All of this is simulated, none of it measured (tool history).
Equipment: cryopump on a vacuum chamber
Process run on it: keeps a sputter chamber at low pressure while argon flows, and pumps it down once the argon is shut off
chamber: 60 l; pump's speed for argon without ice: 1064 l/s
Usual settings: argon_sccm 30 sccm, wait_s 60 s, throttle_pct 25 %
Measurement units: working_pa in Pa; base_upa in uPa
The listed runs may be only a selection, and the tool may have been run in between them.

{"run": 1, "day": 0.0, "argon_sccm": 30, "wait_s": 60, "throttle_pct": 25, "working_pa": 0.1989, "base_upa": 2.22}
{"run": 2, "day": 1.067, "argon_sccm": 30, "wait_s": 60, "throttle_pct": 25, "working_pa": 0.1994, "base_upa": 2.25}
{"run": 3, "day": 1.588, "argon_sccm": 30, "wait_s": 60, "throttle_pct": 41, "working_pa": 0.1254, "base_upa": 2.16}
{"run": 4, "day": 2.208, "argon_sccm": 35, "wait_s": 60, "throttle_pct": 25, "working_pa": 0.2317, "base_upa": 2.27}
{"run": 5, "day": 3.321, "argon_sccm": 35, "wait_s": 60, "throttle_pct": 25, "working_pa": 0.2353, "base_upa": 2.27}
{"run": 6, "day": 3.983, "argon_sccm": 35, "wait_s": 60, "throttle_pct": 25, "working_pa": 0.2356, "base_upa": 2.36}
{"run": 7, "day": 4.617, "argon_sccm": 35, "wait_s": 60, "throttle_pct": 25, "working_pa": 0.2378, "base_upa": 2.19}
{"run": 8, "day": 5.283, "argon_sccm": 35, "wait_s": 60, "throttle_pct": 25, "working_pa": 0.236, "base_upa": 2.26}
{"run": 9, "day": 5.792, "argon_sccm": 35, "wait_s": 60, "throttle_pct": 25, "working_pa": 0.2347, "base_upa": 2.23}
{"day": 6.375, "done": "pump warmed up, emptied and cooled again"}
{"run": 10, "day": 6.85, "argon_sccm": 35, "wait_s": 60, "throttle_pct": 25, "working_pa": 0.2226, "base_upa": 2.13}
{"run": 11, "day": 7.546, "argon_sccm": 30, "wait_s": 65, "throttle_pct": 25, "working_pa": 0.1907, "base_upa": 2.07}
{"run": 12, "day": 8.158, "argon_sccm": 30, "wait_s": 65, "throttle_pct": 25, "working_pa": 0.1892, "base_upa": 2}
{"run": 13, "day": 9.054, "argon_sccm": 30, "wait_s": 65, "throttle_pct": 25, "working_pa": 0.1912, "base_upa": 2.06}
{"run": 14, "day": 9.858, "argon_sccm": 30, "wait_s": 65, "throttle_pct": 25, "working_pa": 0.1918, "base_upa": 2.01}
{"run": 15, "day": 10.817, "argon_sccm": 30, "wait_s": 65, "throttle_pct": 30, "working_pa": 0.1612, "base_upa": 2.01}
{"run": 16, "day": 11.933, "argon_sccm": 12, "wait_s": 60, "throttle_pct": 27, "working_pa": 0.0712, "base_upa": 2.12}
{"run": 17, "day": 12.592, "argon_sccm": 24, "wait_s": 158, "throttle_pct": 27, "working_pa": 0.1443, "base_upa": 1.04}
{"run": 18, "day": 13.725, "argon_sccm": 20, "wait_s": 67, "throttle_pct": 24, "working_pa": 0.1343, "base_upa": 2.02}
{"run": 19, "day": 14.517, "argon_sccm": 20, "wait_s": 67, "throttle_pct": 24, "working_pa": 0.1339, "base_upa": 1.99}
{"run": 20, "day": 15.592, "argon_sccm": 18, "wait_s": 37, "throttle_pct": 19, "working_pa": 0.1533, "base_upa": 3.4}
{"run": 21, "day": 16.738, "argon_sccm": 30, "wait_s": 221, "throttle_pct": 39, "working_pa": 0.1289, "base_upa": 0.88}
{"run": 22, "day": 17.542, "argon_sccm": 41, "wait_s": 39, "throttle_pct": 40, "working_pa": 0.1697, "base_upa": 3.22}
{"run": 23, "day": 18.088, "argon_sccm": 16, "wait_s": 39, "throttle_pct": 30, "working_pa": 0.089, "base_upa": 3.23}
{"run": 24, "day": 19.171, "argon_sccm": 20, "wait_s": 60, "throttle_pct": 51, "working_pa": 0.0668, "base_upa": 2.28}
{"run": 25, "day": 20.017, "argon_sccm": 20, "wait_s": 60, "throttle_pct": 51, "working_pa": 0.0669, "base_upa": 2.33}
{"run": 26, "day": 20.608, "argon_sccm": 60, "wait_s": 60, "throttle_pct": 38, "working_pa": 0.2662, "base_upa": 2.28}

Consider 5 possible next runs. They are alternatives, not a sequence: every one starts from the tool as it was left by run 26. What does each give?
{"run": "A", "day": 21.142, "argon_sccm": 30, "wait_s": 282, "throttle_pct": 25, "working_pa": "?", "base_upa": "?"}
{"run": "B", "day": 21.142, "argon_sccm": 15, "wait_s": 75, "throttle_pct": 31, "working_pa": "?", "base_upa": "?"}
{"run": "C", "day": 21.142, "argon_sccm": 13, "wait_s": 252, "throttle_pct": 54, "working_pa": "?", "base_upa": "?"}
{"run": "D", "day": 21.142, "argon_sccm": 32, "wait_s": 45, "throttle_pct": 47, "working_pa": "?", "base_upa": "?"}
{"run": "E", "day": 21.142, "argon_sccm": 42, "wait_s": 60, "throttle_pct": 25, "working_pa": "?", "base_upa": "?"}

run=A working_pa=0.1991 base_upa=0.84
run=B working_pa=0.0812 base_upa=1.91
run=C working_pa=0.0406 base_upa=0.89
run=D working_pa=0.1174 base_upa=2.93
run=E working_pa=0.279 base_upa=2.24
What these runs would have given with no unlogged condition in the tool:
run=A working_pa=0.191 base_upa=0.67
run=B working_pa=0.0772 base_upa=1.74
run=C working_pa=0.0371 base_upa=0.73
run=D working_pa=0.1087 base_upa=2.76
run=E working_pa=0.2676 base_upa=2.07
